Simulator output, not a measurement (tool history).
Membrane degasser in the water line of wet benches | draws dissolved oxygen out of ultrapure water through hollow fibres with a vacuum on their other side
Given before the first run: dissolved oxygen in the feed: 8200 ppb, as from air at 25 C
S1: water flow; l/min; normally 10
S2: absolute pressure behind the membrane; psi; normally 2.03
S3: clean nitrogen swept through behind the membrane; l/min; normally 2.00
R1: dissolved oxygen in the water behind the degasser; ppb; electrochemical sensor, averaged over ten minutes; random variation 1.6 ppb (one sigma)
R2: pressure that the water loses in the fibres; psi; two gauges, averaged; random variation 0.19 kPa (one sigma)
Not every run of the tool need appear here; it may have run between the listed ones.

run 1 day=0.000 | S1=10 S2=2.03 S3=2.00 | R1=154.1 R2=5.661
run 2 day=2.454 | S1=10 S2=2.03 S3=2.00 | R1=152.4 R2=5.662
run 3 day=5.904 | S1=10 S2=2.03 S3=1.01 | R1=271.3 R2=5.597
run 4 day=8.271 | S1=10 S2=2.03 S3=1.01 | R1=267.4 R2=5.606
-- day=9.858 seals of the vacuum lines changed
run 5 day=10.717 | S1=10 S2=2.03 S3=2.99 | R1=109.3 R2=5.607
run 6 day=12.679 | S1=10 S2=2.03 S3=2.99 | R1=111.6 R2=5.626
run 7 day=15.550 | S1=10 S2=2.03 S3=2.99 | R1=113.2 R2=5.591
run 8 day=19.675 | S1=10 S2=2.03 S3=2.99 | R1=110.5 R2=5.619
run 9 day=22.917 | S1=10 S2=2.03 S3=2.99 | R1=112.8 R2=5.575
run 10 day=26.146 | S1=10 S2=2.03 S3=2.99 | R1=112.6 R2=5.564
run 11 day=29.079 | S1=10 S2=2.03 S3=2.00 | R1=151.6 R2=5.564
run 12 day=31.279 | S1=8 S2=2.03 S3=2.00 | R1=111.9 R2=4.451
run 13 day=33.462 | S1=8 S2=2.03 S3=2.00 | R1=112.8 R2=4.477
run 14 day=35.458 | S1=13 S2=2.03 S3=2.00 | R1=234.5 R2=7.198
run 15 day=37.962 | S1=10 S2=2.38 S3=2.00 | R1=181.9 R2=5.527
run 16 day=41.062 | S1=10 S2=2.38 S3=2.00 | R1=181.9 R2=5.477
run 17 day=44.162 | S1=11 S2=2.38 S3=2.00 | R1=208.7 R2=6.015
run 18 day=46.375 | S1=9 S2=2.03 S3=3.71 | R1=77.4 R2=4.952
-- day=46.721 gauge calibrated
run 19 day=48.629 | S1=9 S2=2.03 S3=3.54 | R1=81.2 R2=5.076
run 20 day=51.938 | S1=9 S2=2.03 S3=3.54 | R1=81.7 R2=5.084
run 21 day=55.938 | S1=9 S2=1.39 S3=1.24 | R1=123.4 R2=5.059
run 22 day=58.712 | S1=10 S2=2.03 S3=2.22 | R1=139.8 R2=5.581
run 23 day=62.892 | S1=11 S2=2.03 S3=2.00 | R1=177.0 R2=6.196
run 24 day=65.438 | S1=12 S2=3.22 S3=3.01 | R1=233.6 R2=6.734
run 25 day=68.742 | S1=12 S2=4.08 S3=2.94 | R1=296.7 R2=6.705
run 26 day=72.792 | S1=14 S2=1.65 S3=5.28 | R1=152.2 R2=7.786
run 27 day=75.904 | S1=7 S2=1.44 S3=5.76 | R1=23.8 R2=3.890
run 28 day=79.758 | S1=9 S2=2.47 S3=0.88 | R1=326.9 R2=4.969
run 29 day=82.525 | S1=10 S2=2.03 S3=4.86 | R1=77.5 R2=5.520

Each row is a separate what-if for the run after 29, all from the same tool condition, not one after another. Results?
run A day=86.154 | S1=12 S2=4.95 S3=2.00 | R1=? R2=?
run B day=86.154 | S1=13 S2=2.03 S3=0.95 | R1=? R2=?
run C day=86.154 | S1=10 S2=3.58 S3=5.02 | R1=? R2=?

run=A R1=472.1 R2=6.711
run=B R1=402.1 R2=7.153
run=C R1=128.7 R2=5.497
With no hidden state in the tool, these same runs would have given:
run=A R1=471.8 R2=6.872
run=B R1=401.9 R2=7.327
run=C R1=128.6 R2=5.630

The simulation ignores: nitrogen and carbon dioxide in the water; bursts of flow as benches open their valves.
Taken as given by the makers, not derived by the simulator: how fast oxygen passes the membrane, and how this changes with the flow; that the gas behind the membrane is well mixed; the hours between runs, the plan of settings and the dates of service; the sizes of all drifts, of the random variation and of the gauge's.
